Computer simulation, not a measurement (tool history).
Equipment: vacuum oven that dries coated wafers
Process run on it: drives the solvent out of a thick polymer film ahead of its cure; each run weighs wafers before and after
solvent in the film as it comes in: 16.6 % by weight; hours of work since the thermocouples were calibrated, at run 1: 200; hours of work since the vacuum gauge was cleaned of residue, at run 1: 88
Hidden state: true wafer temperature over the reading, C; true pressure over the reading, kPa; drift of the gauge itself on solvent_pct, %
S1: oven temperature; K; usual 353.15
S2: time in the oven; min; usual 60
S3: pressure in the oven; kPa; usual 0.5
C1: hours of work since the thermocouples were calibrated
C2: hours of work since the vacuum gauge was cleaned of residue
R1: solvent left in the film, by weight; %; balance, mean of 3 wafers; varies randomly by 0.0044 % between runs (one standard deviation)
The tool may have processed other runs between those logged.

| run | hour | S1 | S2 | S3 | C1 | C2 | R1 |
|---|---|---|---|---|---|---|---|
| 1 | 0 | 353.15 | 60 | 0.5 | 200 | 88 | 2.526 |
| 2 | 15.2 | 353.15 | 60 | 0.5 | 208 | 96 | 2.531 |
| 3 | 45.5 | 353.15 | 60 | 0.5 | 225 | 113 | 2.533 |
| 4 | 62.8 | 353.15 | 60 | 0.525 | 234 | 122 | 2.537 |
| 5 | 87 | 353.15 | 60 | 0.525 | 247 | 135 | 2.525 |
| 6 | 110.3 | 353.15 | 60 | 0.525 | 260 | 148 | 2.534 |
| 7 | 129.1 | 353.15 | 60 | 0.525 | 270 | 158 | 2.523 |
| 8 | 152.5 | 353.15 | 60 | 0.5 | 282 | 170 | 2.52 |
| 9 | 184.1 | 353.15 | 60 | 0.5 | 299 | 187 | 2.52 |
| 10 | 204.8 | 357.15 | 60 | 0.5 | 310 | 199 | 1.877 |
| 11 | 228.8 | 357.15 | 60 | 0.5 | 323 | 212 | 1.874 |
| 12 | 251.6 | 357.15 | 60 | 0.5 | 336 | 224 | 1.865 |
| 13 | 282.3 | 357.15 | 32 | 0.71 | 352 | 240 | 4.67 |
| 14 | 296 | 357.15 | 32 | 0.71 | 360 | 248 | 4.668 |
| 15 | 311 | 357.15 | 32 | 0.71 | 368 | 256 | 4.669 |
| 16 | 325 | 340.15 | 62 | 1.617 | 375 | 263 | 5.373 |
| 17 | 357.7 | 340.15 | 62 | 1.617 | 393 | 281 | 5.386 |
| 18 | 390 | 353.15 | 97 | 0.504 | 410 | 298 | 0.971 |
| 19 | 421.4 | 364.15 | 86 | 0.427 | 427 | 315 | 0.38 |
| 20 | 452.4 | 364.15 | 86 | 0.427 | 444 | 332 | 0.383 |
| 21 | 484.6 | 361.15 | 31 | 0.285 | 461 | 349 | 3.954 |
| 22 | 515.6 | 353.15 | 76 | 0.5 | 478 | 366 | 1.635 |

Branching from run 22: 3 alternative next runs. What would each branch give?
| A | 547.7 | 362.15 | 35 | 0.5 | 495 | 383 | ? |
| B | 547.7 | 353.15 | 107 | 0.393 | 495 | 383 | ? |
| C | 547.7 | 353.15 | 76 | 0.602 | 495 | 383 | ? |

| run | R1 |
|---|---|
| A | 3.225 |
| B | 0.741 |
| C | 1.662 |
With no hidden state in the tool, these same runs would have given:
| run | R1 |
|---|---|
| A | 3.309 |
| B | 0.745 |
| C | 1.705 |
